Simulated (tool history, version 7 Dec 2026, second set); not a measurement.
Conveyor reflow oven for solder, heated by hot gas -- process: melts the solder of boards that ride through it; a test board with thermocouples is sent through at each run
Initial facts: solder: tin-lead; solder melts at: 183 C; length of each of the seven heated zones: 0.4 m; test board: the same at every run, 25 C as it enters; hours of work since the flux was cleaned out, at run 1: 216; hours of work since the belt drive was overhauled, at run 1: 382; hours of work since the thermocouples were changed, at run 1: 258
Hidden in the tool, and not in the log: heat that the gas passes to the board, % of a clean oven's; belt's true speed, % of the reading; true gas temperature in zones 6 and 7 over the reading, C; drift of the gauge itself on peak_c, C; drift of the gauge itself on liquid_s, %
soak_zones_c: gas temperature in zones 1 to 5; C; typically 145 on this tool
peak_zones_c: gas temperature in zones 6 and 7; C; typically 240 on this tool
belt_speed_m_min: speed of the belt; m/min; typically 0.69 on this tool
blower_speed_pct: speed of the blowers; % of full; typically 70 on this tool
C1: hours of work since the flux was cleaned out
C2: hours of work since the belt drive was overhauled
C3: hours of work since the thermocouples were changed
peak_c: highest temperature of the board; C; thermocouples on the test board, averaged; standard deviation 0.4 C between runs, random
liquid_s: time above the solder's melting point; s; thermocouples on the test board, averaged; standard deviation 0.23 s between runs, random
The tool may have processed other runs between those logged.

run 1 day=0 | soak_zones_c=145 peak_zones_c=240 belt_speed_m_min=0.69 blower_speed_pct=70 | C1=216 C2=382 C3=258 | peak_c=223.7 liquid_s=59
run 2 day=0.742 | soak_zones_c=145 peak_zones_c=240 belt_speed_m_min=0.69 blower_speed_pct=70 | C1=227 C2=393 C3=269 | peak_c=223.6 liquid_s=58.4
-- day=1.9 flux residue cleaned out of gas plates and filters
run 3 day=2.25 | soak_zones_c=145 peak_zones_c=240 belt_speed_m_min=0.594 blower_speed_pct=70 | C1=5 C2=412 C3=288 | peak_c=229.2 liquid_s=72.4
run 4 day=2.817 | soak_zones_c=145 peak_zones_c=240 belt_speed_m_min=0.69 blower_speed_pct=70 | C1=13 C2=420 C3=296 | peak_c=223.5 liquid_s=59.6
run 5 day=3.617 | soak_zones_c=145 peak_zones_c=240 belt_speed_m_min=0.69 blower_speed_pct=70 | C1=25 C2=432 C3=308 | peak_c=224.6 liquid_s=59.3
run 6 day=4.175 | soak_zones_c=145 peak_zones_c=240 belt_speed_m_min=0.69 blower_speed_pct=70 | C1=33 C2=440 C3=316 | peak_c=224.8 liquid_s=59.8
run 7 day=5.375 | soak_zones_c=145 peak_zones_c=241 belt_speed_m_min=0.69 blower_speed_pct=70 | C1=51 C2=457 C3=334 | peak_c=225 liquid_s=59.9
run 8 day=6.388 | soak_zones_c=145 peak_zones_c=248 belt_speed_m_min=0.69 blower_speed_pct=70 | C1=65 C2=472 C3=348 | peak_c=231.5 liquid_s=63.2
run 9 day=7.275 | soak_zones_c=145 peak_zones_c=248 belt_speed_m_min=0.69 blower_speed_pct=84 | C1=78 C2=485 C3=361 | peak_c=233.8 liquid_s=64.6
run 10 day=8.192 | soak_zones_c=145 peak_zones_c=240 belt_speed_m_min=0.724 blower_speed_pct=70 | C1=92 C2=499 C3=375 | peak_c=222.3 liquid_s=55.4
run 11 day=8.729 | soak_zones_c=145 peak_zones_c=253 belt_speed_m_min=0.69 blower_speed_pct=70 | C1=100 C2=506 C3=383 | peak_c=235.3 liquid_s=64.9
run 12 day=9.712 | soak_zones_c=145 peak_zones_c=253 belt_speed_m_min=0.69 blower_speed_pct=70 | C1=114 C2=521 C3=397 | peak_c=235.3 liquid_s=65.1
run 13 day=10.467 | soak_zones_c=145 peak_zones_c=253 belt_speed_m_min=0.69 blower_speed_pct=70 | C1=125 C2=532 C3=408 | peak_c=235.2 liquid_s=64.9
run 14 day=11.208 | soak_zones_c=145 peak_zones_c=240 belt_speed_m_min=0.69 blower_speed_pct=71 | C1=136 C2=543 C3=419 | peak_c=224.1 liquid_s=59.1
run 15 day=12.421 | soak_zones_c=145 peak_zones_c=231 belt_speed_m_min=0.69 blower_speed_pct=70 | C1=154 C2=560 C3=437 | peak_c=216.3 liquid_s=53.7
run 16 day=13.35 | soak_zones_c=149 peak_zones_c=240 belt_speed_m_min=0.69 blower_speed_pct=70 | C1=167 C2=574 C3=450 | peak_c=224.5 liquid_s=61.2
run 17 day=13.975 | soak_zones_c=149 peak_zones_c=240 belt_speed_m_min=0.589 blower_speed_pct=50 | C1=176 C2=583 C3=459 | peak_c=224.3 liquid_s=71.4
run 18 day=15.067 | soak_zones_c=149 peak_zones_c=240 belt_speed_m_min=0.589 blower_speed_pct=50 | C1=192 C2=599 C3=475 | peak_c=223.3 liquid_s=71.5
run 19 day=15.762 | soak_zones_c=141 peak_zones_c=251 belt_speed_m_min=0.69 blower_speed_pct=70 | C1=202 C2=609 C3=485 | peak_c=232.6 liquid_s=62.6
run 20 day=16.9 | soak_zones_c=141 peak_zones_c=251 belt_speed_m_min=0.69 blower_speed_pct=70 | C1=219 C2=626 C3=502 | peak_c=232.1 liquid_s=62.7
run 21 day=17.617 | soak_zones_c=141 peak_zones_c=251 belt_speed_m_min=0.69 blower_speed_pct=70 | C1=229 C2=636 C3=512 | peak_c=231.7 liquid_s=62.2
-- day=18.654 flux residue cleaned out of gas plates and filters
run 22 day=18.762 | soak_zones_c=141 peak_zones_c=251 belt_speed_m_min=0.816 blower_speed_pct=80 | C1=2 C2=650 C3=526 | peak_c=229.4 liquid_s=51.7
run 23 day=19.554 | soak_zones_c=144 peak_zones_c=240 belt_speed_m_min=0.69 blower_speed_pct=70 | C1=13 C2=661 C3=538 | peak_c=224 liquid_s=58.9
run 24 day=20.392 | soak_zones_c=147 peak_zones_c=240 belt_speed_m_min=0.775 blower_speed_pct=70 | C1=25 C2=674 C3=550 | peak_c=221.3 liquid_s=51.2
run 25 day=21.446 | soak_zones_c=134 peak_zones_c=235 belt_speed_m_min=0.762 blower_speed_pct=66 | C1=41 C2=689 C3=565 | peak_c=213.3 liquid_s=43.2
run 26 day=22.083 | soak_zones_c=134 peak_zones_c=235 belt_speed_m_min=0.575 blower_speed_pct=66 | C1=50 C2=698 C3=574 | peak_c=222.6 liquid_s=67.1
run 27 day=22.762 | soak_zones_c=146 peak_zones_c=246 belt_speed_m_min=0.575 blower_speed_pct=66 | C1=60 C2=708 C3=584 | peak_c=233.8 liquid_s=77.9
run 28 day=23.558 | soak_zones_c=146 peak_zones_c=229 belt_speed_m_min=0.575 blower_speed_pct=65 | C1=72 C2=720 C3=596 | peak_c=217.9 liquid_s=68.9
run 29 day=24.167 | soak_zones_c=146 peak_zones_c=229 belt_speed_m_min=0.575 blower_speed_pct=65 | C1=80 C2=729 C3=605 | peak_c=218.3 liquid_s=68.7
run 30 day=25.4 | soak_zones_c=158 peak_zones_c=234 belt_speed_m_min=0.69 blower_speed_pct=64 | C1=98 C2=747 C3=623 | peak_c=219.9 liquid_s=62.7

Consider 4 possible next runs. They are alternatives, not a sequence: every one starts from the tool as it was left by run 30. What does each give?
run A day=25.958 | soak_zones_c=145 peak_zones_c=242 belt_speed_m_min=0.69 blower_speed_pct=52 | C1=107 C2=755 C3=631 | peak_c=? liquid_s=?
run B day=25.958 | soak_zones_c=133 peak_zones_c=240 belt_speed_m_min=0.69 blower_speed_pct=70 | C1=107 C2=755 C3=631 | peak_c=? liquid_s=?
run C day=25.958 | soak_zones_c=139 peak_zones_c=240 belt_speed_m_min=0.69 blower_speed_pct=64 | C1=107 C2=755 C3=631 | peak_c=? liquid_s=?
run D day=25.958 | soak_zones_c=160 peak_zones_c=240 belt_speed_m_min=0.766 blower_speed_pct=56 | C1=107 C2=755 C3=631 | peak_c=? liquid_s=?

run=A peak_c=220.7 liquid_s=56.9
run=B peak_c=221.6 liquid_s=54.2
run=C peak_c=221.6 liquid_s=55.6
run=D peak_c=220 liquid_s=56.5
Stripped of hidden state, with their random variation kept, the same runs would have yielded:
run=A peak_c=221.3 liquid_s=56.3
run=B peak_c=222.4 liquid_s=53.8
run=C peak_c=222.3 liquid_s=55.1
run=D peak_c=220.6 liquid_s=55.9

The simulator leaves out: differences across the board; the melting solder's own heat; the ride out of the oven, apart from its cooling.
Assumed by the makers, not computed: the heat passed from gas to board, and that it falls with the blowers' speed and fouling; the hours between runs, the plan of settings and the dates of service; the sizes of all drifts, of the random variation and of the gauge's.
